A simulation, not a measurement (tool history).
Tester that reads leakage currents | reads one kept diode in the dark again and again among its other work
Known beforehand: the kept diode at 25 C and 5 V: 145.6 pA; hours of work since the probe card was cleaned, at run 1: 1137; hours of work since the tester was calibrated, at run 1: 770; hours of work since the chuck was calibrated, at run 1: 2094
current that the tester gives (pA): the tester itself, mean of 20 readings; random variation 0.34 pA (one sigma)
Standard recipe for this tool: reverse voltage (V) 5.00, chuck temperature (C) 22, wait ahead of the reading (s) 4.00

| run | day | reverse voltage (V) | chuck temperature (C) | wait ahead of the reading (s) | hours of work since the probe card was cleaned | hours of work since the tester was calibrated | hours of work since the chuck was calibrated | current that the tester gives (pA) |
|---|---|---|---|---|---|---|---|---|
| 1 | 0.000 | 5.00 | 22 | 4.00 | 1137 | 770 | 2094 | 110.81 |
| 2 | 2.112 | 5.00 | 22 | 4.00 | 1159 | 792 | 2116 | 110.38 |
| 3 | 4.254 | 5.00 | 22 | 4.00 | 1181 | 814 | 2138 | 110.75 |
| 4 | 5.758 | 5.00 | 22 | 4.00 | 1197 | 830 | 2154 | 110.98 |
| 5 | 7.112 | 5.00 | 22 | 4.00 | 1211 | 844 | 2168 | 111.29 |
|  | 7.658 | chuck's temperature calibrated |
| 6 | 9.583 | 5.00 | 22 | 4.00 | 1236 | 868 | 20 | 116.36 |
| 7 | 11.600 | 1.72 | 22 | 4.00 | 1257 | 889 | 41 | 69.97 |
| 8 | 12.779 | 1.72 | 22 | 4.00 | 1269 | 902 | 53 | 69.40 |
| 9 | 14.025 | 1.72 | 22 | 4.00 | 1282 | 915 | 66 | 69.94 |
| 10 | 16.342 | 1.72 | 45 | 4.00 | 1306 | 939 | 90 | 431.06 |
| 11 | 18.200 | 4.50 | 45 | 4.00 | 1325 | 958 | 109 | 684.13 |
| 12 | 20.638 | 5.00 | 22 | 4.00 | 1350 | 983 | 135 | 117.37 |
| 13 | 21.867 | 5.00 | 22 | 4.00 | 1363 | 996 | 147 | 116.52 |
| 14 | 23.133 | 5.00 | 22 | 4.00 | 1376 | 1009 | 161 | 116.79 |
| 15 | 24.450 | 5.44 | 22 | 4.00 | 1390 | 1023 | 174 | 121.19 |
| 16 | 27.012 | 2.29 | 22 | 4.00 | 1416 | 1049 | 201 | 80.08 |
| 17 | 28.275 | 8.31 | 22 | 4.00 | 1430 | 1062 | 214 | 150.43 |
| 18 | 30.767 | 8.31 | 22 | 4.00 | 1455 | 1088 | 240 | 149.54 |
| 19 | 32.450 | 5.00 | 22 | 4.00 | 1473 | 1106 | 257 | 116.31 |
| 20 | 34.300 | 5.00 | 22 | 4.00 | 1492 | 1125 | 276 | 117.03 |
| 21 | 35.533 | 5.00 | 22 | 4.00 | 1505 | 1138 | 289 | 115.85 |
| 22 | 37.238 | 11.42 | 22 | 4.00 | 1523 | 1155 | 307 | 174.73 |
| 23 | 38.317 | 3.67 | 22 | 2.00 | 1534 | 1167 | 318 | 100.55 |
| 24 | 40.075 | 3.84 | 22 | 4.00 | 1552 | 1185 | 336 | 102.09 |
| 25 | 41.321 | 3.05 | 22 | 3.06 | 1565 | 1198 | 349 | 91.51 |
| 26 | 42.846 | 2.88 | 22 | 0.45 | 1581 | 1214 | 365 | 90.57 |
| 27 | 44.175 | 2.88 | 22 | 0.45 | 1594 | 1227 | 379 | 90.45 |
| 28 | 46.638 | 2.88 | 22 | 0.45 | 1620 | 1253 | 404 | 90.61 |
| 29 | 48.112 | 2.88 | 22 | 0.45 | 1635 | 1268 | 420 | 90.49 |
| 30 | 50.525 | 2.88 | 22 | 5.37 | 1660 | 1293 | 445 | 89.28 |
| 31 | 52.929 | 1.75 | 28 | 0.30 | 1685 | 1318 | 470 | 115.96 |
| 32 | 55.229 | 10.56 | 22 | 6.37 | 1709 | 1342 | 494 | 168.89 |
| 33 | 57.796 | 10.56 | 22 | 6.37 | 1736 | 1369 | 520 | 169.96 |
| 34 | 59.038 | 10.56 | 22 | 6.37 | 1749 | 1382 | 533 | 169.39 |
| 35 | 61.588 | 4.49 | 34 | 0.80 | 1775 | 1408 | 560 | 292.84 |
| 36 | 63.917 | 4.49 | 34 | 0.80 | 1799 | 1432 | 584 | 291.08 |
| 37 | 65.908 | 4.49 | 52 | 6.66 | 1820 | 1453 | 604 | 1120.81 |
| 38 | 67.421 | 2.27 | 53 | 2.44 | 1836 | 1469 | 620 | 872.50 |
| 39 | 69.708 | 4.35 | 31 | 0.37 | 1859 | 1492 | 644 | 227.83 |
| 40 | 71.446 | 14.69 | 29 | 9.72 | 1877 | 1510 | 662 | 346.74 |
| 41 | 73.892 | 5.00 | 23 | 4.00 | 1903 | 1536 | 687 | 126.51 |

For each run, the measured value with the value that run would have given without the tool's hidden condition subtracted. The run-to-run variation is shared by both, the gauge scatter possibly not:
Hidden state present: stray current of the dirty probe card, pA a volt; current scale over the true one, %; true chuck temperature over the reading, C; drift of the gauge itself on leakage_pa, %.
| run | current that the tester gives (pA) |
|---|---|
| 1 | -2.26 |
| 2 | -2.25 |
| 3 | -2.24 |
| 4 | -2.26 |
| 5 | -2.27 |
| 6 | +3.55 |
| 7 | +1.18 |
| 8 | +1.16 |
| 9 | +1.16 |
| 10 | +0.53 |
| 11 | +1.99 |
| 12 | +3.59 |
| 13 | +3.57 |
| 14 | +3.57 |
| 15 | +3.91 |
| 16 | +1.49 |
| 17 | +6.24 |
| 18 | +6.23 |
| 19 | +3.56 |
| 20 | +3.59 |
| 21 | +3.54 |
| 22 | +8.88 |
| 23 | +2.48 |
| 24 | +2.60 |
| 25 | +1.98 |
| 26 | +1.85 |
| 27 | +1.84 |
| 28 | +1.82 |
| 29 | +1.82 |
| 30 | +1.79 |
| 31 | +0.39 |
| 32 | +8.56 |
| 33 | +8.67 |
| 34 | +8.67 |
| 35 | +0.85 |
| 36 | +0.76 |
| 37 | -8.83 |
| 38 | -8.36 |
| 39 | +1.27 |
| 40 | +10.73 |
| 41 | +3.41 |

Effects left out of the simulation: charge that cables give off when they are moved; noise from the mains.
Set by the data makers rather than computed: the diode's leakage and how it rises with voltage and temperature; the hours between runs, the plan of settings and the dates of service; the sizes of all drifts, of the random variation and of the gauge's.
